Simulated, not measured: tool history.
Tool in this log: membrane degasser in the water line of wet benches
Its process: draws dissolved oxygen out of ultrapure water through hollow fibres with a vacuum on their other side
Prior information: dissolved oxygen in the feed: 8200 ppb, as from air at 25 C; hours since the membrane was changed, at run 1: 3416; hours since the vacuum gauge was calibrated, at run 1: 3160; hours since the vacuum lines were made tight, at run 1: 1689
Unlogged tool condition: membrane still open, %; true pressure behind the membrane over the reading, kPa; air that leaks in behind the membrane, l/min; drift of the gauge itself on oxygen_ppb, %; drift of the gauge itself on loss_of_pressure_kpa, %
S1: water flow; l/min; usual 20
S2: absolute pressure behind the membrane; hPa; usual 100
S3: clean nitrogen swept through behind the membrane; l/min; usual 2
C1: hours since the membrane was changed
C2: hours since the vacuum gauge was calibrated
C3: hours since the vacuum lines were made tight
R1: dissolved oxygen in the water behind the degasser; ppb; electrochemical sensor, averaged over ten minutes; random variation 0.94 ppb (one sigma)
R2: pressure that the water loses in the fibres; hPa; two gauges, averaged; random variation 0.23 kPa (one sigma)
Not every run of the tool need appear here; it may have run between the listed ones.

run   hour  S1   S2    S3    C1    C2    C3     R1     R2
  1      0  20  100     2  3416  3160  1689  166.4  566.8
  2   54.7  20  100     2  3471  3215  1744  166.9  569.2
  3  127.4  20  100     2  3543  3287  1816  167.4  565.7
  4  206.6  20  100     2  3622  3366  1896  166.8  571.3
  5  276.4  20  100  3.68  3692  3436  1965   97.1  572.4
  6  322.2  20  100     3  3738  3482  2011  116.9  568.3
  7  405.9  20  100     3  3822  3566  2095  116.6    574
  8  468.6  20  100     3  3884  3628  2158  117.6  568.4
  9  511.7  20  164     2  3928  3672  2201  310.7    574
 10  597.3  20  164     2  4013  3757  2286  311.5  569.5
 11  671.7  20  164     2  4088  3832  2361    308  571.3
 12  758.3  20  164     2  4174  3918  2447  310.8  576.6
 13  812.8  20  164     2  4229  3973  2502  311.6    571
 14  880.9  20  164     2  4297  4041  2570  313.5  577.6
 15    921  20  164     2  4337  4081  2610  309.7  576.1
 16  974.8  20  164     2  4391  4135  2664  312.7  578.4

Forecast run 17:
 17  1017.8  17  80  1.3  4434  4178  2707   ?   ?

{"run 17": {"R1": 147.8, "R2": 486.2}}
Take away the tool's hidden state, keep the run-to-run variation as it was, and the same run would have given R1 147.6 ppb, R2 477.4 hPa.

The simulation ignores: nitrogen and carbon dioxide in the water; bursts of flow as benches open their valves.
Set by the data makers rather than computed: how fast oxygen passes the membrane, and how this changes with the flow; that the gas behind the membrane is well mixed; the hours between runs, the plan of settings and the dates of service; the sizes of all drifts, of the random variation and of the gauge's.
